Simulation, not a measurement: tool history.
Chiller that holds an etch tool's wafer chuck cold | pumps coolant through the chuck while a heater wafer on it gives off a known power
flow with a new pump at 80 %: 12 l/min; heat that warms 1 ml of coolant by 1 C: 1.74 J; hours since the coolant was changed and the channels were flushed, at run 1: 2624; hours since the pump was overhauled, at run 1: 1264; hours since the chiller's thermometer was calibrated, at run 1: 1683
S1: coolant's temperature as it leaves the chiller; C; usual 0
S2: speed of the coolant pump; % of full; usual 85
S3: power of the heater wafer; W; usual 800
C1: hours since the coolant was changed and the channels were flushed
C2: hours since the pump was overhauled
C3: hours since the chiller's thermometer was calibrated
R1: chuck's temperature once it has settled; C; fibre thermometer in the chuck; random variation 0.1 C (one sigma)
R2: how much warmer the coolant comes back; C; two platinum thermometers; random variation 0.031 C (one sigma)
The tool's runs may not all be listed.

run   hour  S1  S2   S3    C1    C2    C3    R1    R2
  1      0   0  85  800  2624  1264  1683   6.5  2.32
  2   31.3   0  85  800  2655  1295  1714   6.7   2.2
  3   61.4   0  85  695  2685  1325  1744   5.7  1.98
  4  121.8   0  85  695  2745  1385  1805   5.7  1.99
  5  176.2   0  85  800  2800  1440  1859   6.6  2.26
     182.9  -- chiller's thermometer calibrated
  6  202.6   0  85  800  2825  1465    20   6.4  2.26
  7  236.5   4  94  800  2859  1499    54  10.1  2.04
  8  271.7   0  83  800  2894  1534    89   6.6  2.25
     295.7  -- chiller's thermometer calibrated, once more
  9  308.5   0  77  800  2930  1570    13   7.3  2.55
 10    334   0  77  800  2956  1596    38   7.3   2.5
 11  373.1   0  77  800  2995  1635    77   7.3  2.48

Forecast each of these 5 alternatives for the next run:
  A  401.5  -2  61  982  3023  1663  106   ?   ?
  B  401.5   0  85  586  3023  1663  106   ?   ?
  C  401.5   0  74  490  3023  1663  106   ?   ?
  D  401.5  -1  85  406  3023  1663  106   ?   ?
  E  401.5   0  77  845  3023  1663  106   ?   ?

run   R1    R2
  A  8.4   3.9
  B    5  1.62
  C  4.7  1.57
  D  2.5  1.18
  E  7.7  2.61
Without the tool's hidden state the same runs would have given:
run   R1    R2
  A  7.4  3.72
  B  4.5  1.55
  C  4.3   1.5
  D  2.2  1.13
  E  6.9  2.49

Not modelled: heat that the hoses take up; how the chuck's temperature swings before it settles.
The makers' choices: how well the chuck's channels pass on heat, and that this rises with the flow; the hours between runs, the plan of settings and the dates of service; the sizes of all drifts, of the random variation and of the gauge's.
